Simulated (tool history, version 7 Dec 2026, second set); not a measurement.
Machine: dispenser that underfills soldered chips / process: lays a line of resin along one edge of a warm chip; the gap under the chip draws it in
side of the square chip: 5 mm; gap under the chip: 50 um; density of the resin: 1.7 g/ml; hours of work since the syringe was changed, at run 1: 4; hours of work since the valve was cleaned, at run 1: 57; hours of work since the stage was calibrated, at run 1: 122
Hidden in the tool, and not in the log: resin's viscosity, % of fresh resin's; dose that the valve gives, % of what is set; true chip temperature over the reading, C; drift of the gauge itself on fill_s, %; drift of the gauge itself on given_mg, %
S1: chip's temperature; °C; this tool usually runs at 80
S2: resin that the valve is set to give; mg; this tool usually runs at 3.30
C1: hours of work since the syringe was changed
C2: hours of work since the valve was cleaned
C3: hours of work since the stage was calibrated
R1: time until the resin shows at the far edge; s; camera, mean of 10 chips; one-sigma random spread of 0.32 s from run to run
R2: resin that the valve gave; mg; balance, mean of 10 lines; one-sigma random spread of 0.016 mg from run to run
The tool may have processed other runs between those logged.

| run | day | S1 | S2 | C1 | C2 | C3 | R1 | R2 |
|---|---|---|---|---|---|---|---|---|
| 1 | 0.000 | 80 | 3.30 | 4 | 57 | 122 | 15.0 | 3.21 |
| 2 | 0.138 | 80 | 3.24 | 7 | 59 | 124 | 16.1 | 3.15 |
|  | 0.204 | new syringe of resin |
| 3 | 0.392 | 80 | 2.93 | 4 | 64 | 129 | 15.0 | 2.85 |
| 4 | 0.550 | 80 | 2.93 | 7 | 67 | 132 | 17.4 | 2.85 |
|  | 0.621 | new syringe of resin |
| 5 | 0.900 | 80 | 3.92 | 5 | 73 | 139 | 15.5 | 3.81 |
|  | 1.012 | new syringe of resin |
| 6 | 1.196 | 80 | 3.92 | 3 | 79 | 144 | 14.3 | 3.76 |
| 7 | 1.388 | 80 | 3.92 | 7 | 82 | 148 | 17.0 | 3.76 |

Run 8 is up next; what results do you expect?
|  | 1.421 | new syringe of resin |
| 8 | 1.658 | 74 | 3.30 | 5 | 87 | 153 | ? | ? |

R1: 19.0 s
R2: 3.14 mg
Had the tool carried no hidden state, the very same run would have given R1 15.1 s, R2 3.28 mg.
